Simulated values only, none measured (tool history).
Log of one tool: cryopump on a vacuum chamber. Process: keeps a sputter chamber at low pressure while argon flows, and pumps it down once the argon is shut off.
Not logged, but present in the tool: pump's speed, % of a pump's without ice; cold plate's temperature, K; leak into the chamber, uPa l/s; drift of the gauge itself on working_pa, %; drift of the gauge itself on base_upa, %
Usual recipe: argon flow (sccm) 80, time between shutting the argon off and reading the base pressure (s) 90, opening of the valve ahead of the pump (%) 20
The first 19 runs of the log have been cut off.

run	day	argon flow (sccm)	time between shutting the argon off and reading the base pressure (s)	opening of the valve ahead of the pump (%)	hours of work since the pump was warmed up and emptied	hours of work since the cold head was overhauled	hours of work since the chamber's fittings were tightened	pressure while argon flows (Pa)	pressure after the wait (uPa)
20	42.275	120	116	23	737	737	2584	0.5516	1.48
21	43.917	140	90	47	755	755	2602	0.3303	1.57
22	46.762	140	90	47	786	786	2632	0.3333	1.58
23	48.458	140	90	47	804	804	2651	0.3337	1.64
24	50.721	140	90	47	828	828	2675	0.3340	1.65
25	52.008	140	90	47	842	842	2689	0.3333	1.65
# day 52.388: pump warmed up, emptied and cooled again
26	54.646	80	79	20	24	869	2715	0.4127	1.53
27	57.617	80	33	22	57	901	2748	0.3727	2.35
28	59.371	119	90	20	75	920	2766	0.6165	1.48
29	61.183	119	90	20	95	939	2786	0.6115	1.43
30	63.392	119	90	20	119	963	2810	0.6154	1.54
31	65.938	48	131	18	146	991	2837	0.2738	1.42
32	68.025	38	146	34	169	1013	2860	0.1171	1.38

The next listed run, before its measurement:
33	69.529	38	146	34	185	1030	2876	?	?

pressure while argon flows (Pa): 0.1179
pressure after the wait (uPa): 1.34
Had the tool carried no hidden state, the very same run would have given pressure while argon flows (Pa) 0.1161, pressure after the wait (uPa) 0.43.

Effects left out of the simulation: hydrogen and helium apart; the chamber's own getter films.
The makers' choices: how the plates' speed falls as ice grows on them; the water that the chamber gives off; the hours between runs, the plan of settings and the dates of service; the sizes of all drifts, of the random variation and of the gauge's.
